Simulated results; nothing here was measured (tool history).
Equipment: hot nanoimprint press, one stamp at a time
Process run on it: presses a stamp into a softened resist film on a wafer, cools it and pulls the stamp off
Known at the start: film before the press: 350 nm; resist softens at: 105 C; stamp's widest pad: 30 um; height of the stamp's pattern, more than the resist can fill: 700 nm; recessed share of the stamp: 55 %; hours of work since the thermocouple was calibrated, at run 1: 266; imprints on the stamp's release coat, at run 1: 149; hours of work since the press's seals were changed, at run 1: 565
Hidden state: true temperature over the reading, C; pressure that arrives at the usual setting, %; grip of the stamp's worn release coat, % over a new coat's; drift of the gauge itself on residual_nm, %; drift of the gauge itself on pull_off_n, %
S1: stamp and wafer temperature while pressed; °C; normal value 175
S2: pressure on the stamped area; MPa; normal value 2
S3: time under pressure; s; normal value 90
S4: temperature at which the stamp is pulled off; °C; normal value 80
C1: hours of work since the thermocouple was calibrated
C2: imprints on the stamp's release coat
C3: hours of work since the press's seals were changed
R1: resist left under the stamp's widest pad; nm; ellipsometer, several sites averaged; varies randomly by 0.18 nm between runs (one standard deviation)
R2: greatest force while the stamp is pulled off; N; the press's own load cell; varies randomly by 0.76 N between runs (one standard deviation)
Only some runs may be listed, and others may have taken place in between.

run,day,S1,S2,S3,S4,C1,C2,C3,R1,R2
1,0,175,2,90,80,266,149,565,138.2,112.7
2,0.596,175,2,90,80,277,221,576,138.3,114.2
3,1.25,175,2,90,80,289,300,588,138.1,115.3
4,2.229,175,2,90,80,307,418,606,138.3,114.7
# day 2.917: plate thermocouple calibrated
5,2.917,175,2,113,80,0,486,617,128.8,117
6,3.346,175,2,113,80,8,538,625,128.9,117.6
7,4.3,175,2,113,80,26,654,642,128.7,117.5
8,5.125,175,2,90,80,41,753,658,140.4,119
# day 5.808: press's hydraulic seals changed and the load cell set to zero
9,6.467,175,2,90,80,60,875,12,135.6,119.4
10,7.304,175,2,90,80,75,976,28,135.5,120.1
11,7.954,175,2,90,80,88,1055,40,135.7,121.3
12,8.946,176,2,90,80,106,1175,58,130.4,121
13,9.471,176,2,90,80,116,1239,68,130.3,124.1
14,10.004,176,2,90,80,126,1303,78,130.2,123.4
15,10.717,176,2,90,80,139,1389,91,130.4,125.9
16,11.338,183,2.08,98,74,150,1464,103,93.7,146
# day 11.983: stamp cleaned and given a new release coat
17,12.079,183,2.08,47,74,160,12,112,125.9,132.7
18,12.879,183,2.08,47,74,174,109,127,125.9,133.5
19,13.675,167,2,142,80,189,205,142,159,113.5
20,14.092,167,2.82,129,80,197,255,149,139.4,115.3
21,14.733,177,2.82,129,79,209,333,161,90,118.2
22,15.417,177,2.82,129,79,222,415,174,90.4,118.3
23,16.388,175,2,90,75,240,533,192,135.1,133.8
24,16.808,175,1.75,90,80,248,584,200,144.4,116.3
25,17.554,175,1.48,90,68,261,674,214,156.3,158.6
26,18.4,175,1.48,90,68,277,776,230,156.4,160.4
27,19.346,175,1.29,90,68,295,890,247,167,160.1
28,20.292,175,1.29,90,68,312,1005,265,166.5,163.1
# day 20.742: plate thermocouple calibrated
29,20.888,175,1.29,90,68,3,1062,274,172.6,167.9

5 options for the next run, each taken on its own from the tool as it stands now. Forecast them:
A,21.733,166,2,57,71,18,1164,289,?,?
B,21.733,175,2,86,87,18,1164,289,?,?
C,21.733,175,2.89,172,79,18,1164,289,?,?
D,21.733,169,1.28,90,85,18,1164,289,?,?
E,21.733,165,1.77,90,72,18,1164,289,?,?

run,R1,R2
A,228.9,156.5
B,143,99.8
C,89.9,128.4
D,214.7,106.6
E,218.5,154.4
Stripped of hidden state, with their random variation kept, the same runs would have yielded:
run,R1,R2
A,226,143.4
B,140.5,91.2
C,87.7,117.5
D,212.4,97.5
E,215.7,141.5

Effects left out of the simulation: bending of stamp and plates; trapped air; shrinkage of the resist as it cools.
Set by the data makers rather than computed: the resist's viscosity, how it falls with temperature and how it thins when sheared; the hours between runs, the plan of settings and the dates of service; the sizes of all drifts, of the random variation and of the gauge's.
